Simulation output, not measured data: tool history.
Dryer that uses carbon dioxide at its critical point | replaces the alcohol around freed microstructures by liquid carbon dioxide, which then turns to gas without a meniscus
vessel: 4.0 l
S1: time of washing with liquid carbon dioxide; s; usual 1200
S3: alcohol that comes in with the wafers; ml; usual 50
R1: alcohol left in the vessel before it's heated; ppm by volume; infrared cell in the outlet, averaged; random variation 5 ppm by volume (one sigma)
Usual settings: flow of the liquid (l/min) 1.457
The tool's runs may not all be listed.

{"run": 1, "hour": 0.0, "S1": 1200, "flow of the liquid (l/min)": 1.457, "S3": 50, "R1": 29}
{"run": 2, "hour": 11.6, "S1": 1200, "flow of the liquid (l/min)": 1.457, "S3": 50, "R1": 36}
{"run": 3, "hour": 30.2, "S1": 1200, "flow of the liquid (l/min)": 1.457, "S3": 50, "R1": 41}
{"run": 4, "hour": 44.3, "S1": 1200, "flow of the liquid (l/min)": 1.457, "S3": 50, "R1": 33}
{"run": 5, "hour": 55.1, "S1": 1200, "flow of the liquid (l/min)": 1.457, "S3": 24, "R1": 26}
{"run": 6, "hour": 70.4, "S1": 1140, "flow of the liquid (l/min)": 1.457, "S3": 50, "R1": 46}
{"run": 7, "hour": 82.3, "S1": 1140, "flow of the liquid (l/min)": 1.457, "S3": 50, "R1": 44}
{"run": 8, "hour": 94.5, "S1": 1140, "flow of the liquid (l/min)": 1.457, "S3": 50, "R1": 57}
{"run": 9, "hour": 109.5, "S1": 1200, "flow of the liquid (l/min)": 1.457, "S3": 42, "R1": 39}
{"run": 10, "hour": 125.2, "S1": 900, "flow of the liquid (l/min)": 1.77, "S3": 50, "R1": 68}
{"run": 11, "hour": 136.1, "S1": 1200, "flow of the liquid (l/min)": 1.29, "S3": 50, "R1": 76}
{"run": 12, "hour": 146.6, "S1": 1440, "flow of the liquid (l/min)": 1.29, "S3": 112, "R1": 61}
{"run": 13, "hour": 167.2, "S1": 1440, "flow of the liquid (l/min)": 0.97, "S3": 32, "R1": 98}
{"run": 14, "hour": 176.5, "S1": 1440, "flow of the liquid (l/min)": 0.97, "S3": 32, "R1": 81}
{"run": 15, "hour": 196.1, "S1": 840, "flow of the liquid (l/min)": 2.43, "S3": 32, "R1": 20}
{"run": 16, "hour": 205.9, "S1": 1800, "flow of the liquid (l/min)": 1.63, "S3": 44, "R1": 16}
{"run": 17, "hour": 224.9, "S1": 1800, "flow of the liquid (l/min)": 1.63, "S3": 44, "R1": 12}
{"run": 18, "hour": 241.3, "S1": 1320, "flow of the liquid (l/min)": 1.29, "S3": 31, "R1": 43}

Some steps in R1 between neighbouring runs. How much of each would the tool show without its hidden state too (settings, what came in, random variation), and how much is left for the hidden state, with any gauge scatter that isn't in both results?
The hidden state here: flow that reaches the vessel past the clogged filter, %; alcohol in the recycled carbon dioxide, ppm; drift of the gauge itself on alcohol_ppm, %.
Run 14 -> 15: S1 1440 -> 840, flow of the liquid (l/min) 0.970 -> 2.430. R1 -61 ppm by volume: hidden state -16, all else -45.
